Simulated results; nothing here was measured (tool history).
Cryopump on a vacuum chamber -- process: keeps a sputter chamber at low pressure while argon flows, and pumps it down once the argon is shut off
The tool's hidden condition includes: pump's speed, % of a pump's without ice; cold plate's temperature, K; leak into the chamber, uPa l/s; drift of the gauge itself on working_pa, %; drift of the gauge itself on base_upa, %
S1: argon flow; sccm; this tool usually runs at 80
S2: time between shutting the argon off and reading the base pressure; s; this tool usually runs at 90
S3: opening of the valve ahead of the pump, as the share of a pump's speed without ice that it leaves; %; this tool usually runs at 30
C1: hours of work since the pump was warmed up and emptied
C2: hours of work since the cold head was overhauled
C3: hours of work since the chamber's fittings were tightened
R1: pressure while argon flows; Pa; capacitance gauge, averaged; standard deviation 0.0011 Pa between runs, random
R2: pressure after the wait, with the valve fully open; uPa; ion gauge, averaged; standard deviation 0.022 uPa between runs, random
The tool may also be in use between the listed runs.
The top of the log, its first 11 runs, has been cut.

run	day	S1	S2	S3	C1	C2	C3	R1	R2
12	6.562	80	53	30	569	569	1012	0.2465	2.25
13	7.088	80	53	30	580	580	1023	0.2462	2.29
14	7.900	80	53	30	597	597	1040	0.2450	2.28
15	8.233	80	238	30	604	604	1047	0.2477	1.66
16	8.833	80	58	30	617	617	1060	0.2494	2.30
17	9.554	80	90	30	632	632	1075	0.2491	2.04
18	10.179	80	90	26	646	646	1089	0.2835	2.06
19	10.783	80	90	26	659	659	1102	0.2851	2.13
20	11.375	80	90	20	671	671	1114	0.3678	2.11
21	12.017	80	74	20	685	685	1128	0.3654	2.23
22	12.692	101	30	20	699	699	1142	0.4648	2.99
23	13.475	44	65	23	716	716	1159	0.1774	2.40
24	13.946	44	65	23	726	726	1169	0.1762	2.38
25	14.754	44	65	23	743	743	1186	0.1776	2.43
26	15.546	59	90	30	760	760	1203	0.1865	2.30
27	15.962	59	90	30	769	769	1212	0.1873	2.39
28	16.625	36	58	41	783	783	1226	0.0860	2.60
29	17.100	65	26	38	793	793	1236	0.1671	3.46
30	17.517	149	90	59	802	802	1245	0.2598	2.40
31	17.896	80	73	30	810	810	1253	0.2545	2.52
32	18.483	53	66	32	823	823	1266	0.1588	2.52
33	19.179	53	66	32	837	837	1281	0.1590	2.70

5 options for the next run, each taken on its own from the tool as it stands now. Forecast them:
A	19.838	124	170	30	851	851	1295	?	?
B	19.838	80	90	23	851	851	1295	?	?
C	19.838	69	66	32	851	851	1295	?	?
D	19.838	69	90	30	851	851	1295	?	?
E	19.838	138	231	32	851	851	1295	?	?

run	R1	R2
A	0.3945	2.21
B	0.3245	2.52
C	0.2072	2.80
D	0.2216	2.52
E	0.4144	2.21
Without the tool's hidden state the same runs would have given:
run	R1	R2
A	0.3578	0.35
B	0.3008	0.63
C	0.1868	0.83
D	0.2010	0.62
E	0.3735	0.33

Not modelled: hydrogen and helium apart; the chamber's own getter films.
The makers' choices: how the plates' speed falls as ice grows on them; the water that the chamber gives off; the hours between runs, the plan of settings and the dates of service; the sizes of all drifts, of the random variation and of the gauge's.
